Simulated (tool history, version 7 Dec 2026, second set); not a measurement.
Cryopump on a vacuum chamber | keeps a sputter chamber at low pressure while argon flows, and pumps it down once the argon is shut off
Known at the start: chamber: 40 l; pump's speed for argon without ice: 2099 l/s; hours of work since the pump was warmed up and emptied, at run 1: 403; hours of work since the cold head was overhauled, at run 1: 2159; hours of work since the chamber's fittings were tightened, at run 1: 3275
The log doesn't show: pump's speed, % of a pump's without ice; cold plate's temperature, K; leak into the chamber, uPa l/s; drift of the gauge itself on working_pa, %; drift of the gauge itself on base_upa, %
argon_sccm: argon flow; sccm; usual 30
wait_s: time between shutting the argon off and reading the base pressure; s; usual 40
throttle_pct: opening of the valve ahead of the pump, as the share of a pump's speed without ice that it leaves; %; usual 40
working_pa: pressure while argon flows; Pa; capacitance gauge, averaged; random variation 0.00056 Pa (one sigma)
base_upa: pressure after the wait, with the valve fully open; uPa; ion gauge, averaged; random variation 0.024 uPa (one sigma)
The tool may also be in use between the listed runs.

| run | day | argon_sccm | wait_s | throttle_pct | hours of work since the pump was warmed up and emptied | hours of work since the cold head was overhauled | hours of work since the chamber's fittings were tightened | working_pa | base_upa |
|---|---|---|---|---|---|---|---|---|---|
| 1 | 0 | 30 | 40 | 40 | 403 | 2159 | 3275 | 0.065 | 1.9 |
| 2 | 4.746 | 30 | 40 | 40 | 494 | 2249 | 3366 | 0.0666 | 2 |
|  | 6.975 | pump warmed up, emptied and cooled again |
| 3 | 9.146 | 30 | 40 | 40 | 41 | 2329 | 3446 | 0.061 | 1.72 |
| 4 | 12.929 | 30 | 40 | 40 | 114 | 2401 | 3518 | 0.0607 | 1.81 |
| 5 | 17.704 | 35 | 40 | 40 | 205 | 2492 | 3609 | 0.0745 | 1.87 |
| 6 | 20.846 | 30 | 40 | 20 | 264 | 2552 | 3669 | 0.1244 | 1.9 |
| 7 | 25.246 | 30 | 40 | 20 | 348 | 2636 | 3753 | 0.1244 | 1.93 |
|  | 27.558 | leaking fittings of the chamber tightened, without venting |
| 8 | 29.258 | 40 | 40 | 40 | 423 | 2711 | 32 | 0.0884 | 0.92 |
| 9 | 33.658 | 40 | 40 | 40 | 507 | 2795 | 116 | 0.09 | 1.01 |
|  | 35.621 | pump warmed up, emptied and cooled again |
| 10 | 37.075 | 30 | 40 | 40 | 28 | 2856 | 177 | 0.0613 | 0.94 |
| 11 | 41.6 | 30 | 40 | 40 | 114 | 2942 | 264 | 0.062 | 0.93 |
| 12 | 46.092 | 30 | 40 | 40 | 200 | 3028 | 349 | 0.0632 | 0.99 |
| 13 | 49.8 | 30 | 40 | 40 | 270 | 3099 | 420 | 0.0648 | 1.07 |
| 14 | 52.079 | 30 | 40 | 40 | 314 | 3142 | 463 | 0.0657 | 1.03 |
| 15 | 56.679 | 30 | 40 | 52 | 401 | 3230 | 551 | 0.0526 | 1.06 |
| 16 | 61.758 | 30 | 40 | 52 | 498 | 3327 | 648 | 0.054 | 1.15 |
|  | 64.008 | pump warmed up, emptied and cooled again |
| 17 | 66.146 | 30 | 24 | 40 | 41 | 3406 | 728 | 0.0623 | 1.56 |
| 18 | 69.171 | 30 | 66 | 40 | 98 | 3464 | 785 | 0.0623 | 0.84 |
| 19 | 71.771 | 43 | 250 | 20 | 148 | 3514 | 835 | 0.1759 | 0.49 |
| 20 | 74.958 | 21 | 99 | 30 | 209 | 3574 | 896 | 0.0589 | 0.7 |
| 21 | 77.188 | 14 | 99 | 50 | 251 | 3617 | 938 | 0.0237 | 0.71 |
| 22 | 81.967 | 14 | 99 | 50 | 342 | 3708 | 1029 | 0.0248 | 0.74 |
| 23 | 87.025 | 14 | 99 | 25 | 439 | 3804 | 1126 | 0.0478 | 0.84 |
|  | 92.233 | pump warmed up, emptied and cooled again |
| 24 | 92.233 | 60 | 93 | 59 | 0 | 3900 | 1221 | 0.0836 | 0.79 |
| 25 | 97.162 | 23 | 111 | 47 | 94 | 3994 | 1315 | 0.0413 | 0.71 |
| 26 | 100.604 | 23 | 111 | 47 | 160 | 4059 | 1381 | 0.0413 | 0.79 |
| 27 | 105.15 | 30 | 24 | 38 | 246 | 4146 | 1467 | 0.068 | 1.77 |
| 28 | 109.567 | 30 | 24 | 38 | 330 | 4230 | 1552 | 0.0685 | 1.81 |
| 29 | 112.871 | 30 | 24 | 38 | 393 | 4293 | 1615 | 0.0699 | 1.91 |
| 30 | 115.425 | 15 | 24 | 21 | 442 | 4342 | 1663 | 0.0608 | 1.82 |
| 31 | 120.104 | 14 | 40 | 41 | 531 | 4431 | 1752 | 0.0314 | 1.47 |
|  | 120.562 | pump warmed up, emptied and cooled again |
| 32 | 124.4 | 14 | 40 | 41 | 73 | 4509 | 1830 | 0.0282 | 1.35 |
| 33 | 126.958 | 43 | 99 | 41 | 122 | 4558 | 1879 | 0.0868 | 0.94 |

Hidden state or all else? Some run-to-run changes of working_pa, split into what the settings, what came in and random variation would give without the hidden state, and what is left for the hidden state (with any gauge scatter that isn't in both results):
Run 2 -> 3: pump warmed up, emptied and cooled again. working_pa -0.0056 Pa: hidden state -0.0057, all else +0.0001.
Run 9 -> 10: argon_sccm 40 -> 30, pump warmed up, emptied and cooled again. working_pa -0.0287 Pa: hidden state -0.0086, all else -0.0201.
Run 16 -> 17: wait_s 40 -> 24, throttle_pct 52 -> 40, pump warmed up, emptied and cooled again. working_pa +0.0083 Pa: hidden state -0.0061, all else +0.0144.
Run 18 -> 19: argon_sccm 30 -> 43, wait_s 66 -> 250, throttle_pct 40 -> 20. working_pa +0.1136 Pa: hidden state +0.0015, all else +0.1121.
Run 19 -> 20: argon_sccm 43 -> 21, wait_s 250 -> 99, throttle_pct 20 -> 30. working_pa -0.117 Pa: hidden state -0.0011, all else -0.1159.
Run 32 -> 33: argon_sccm 14 -> 43, wait_s 40 -> 99. working_pa +0.0586 Pa: hidden state +0.0023, all else +0.0563.
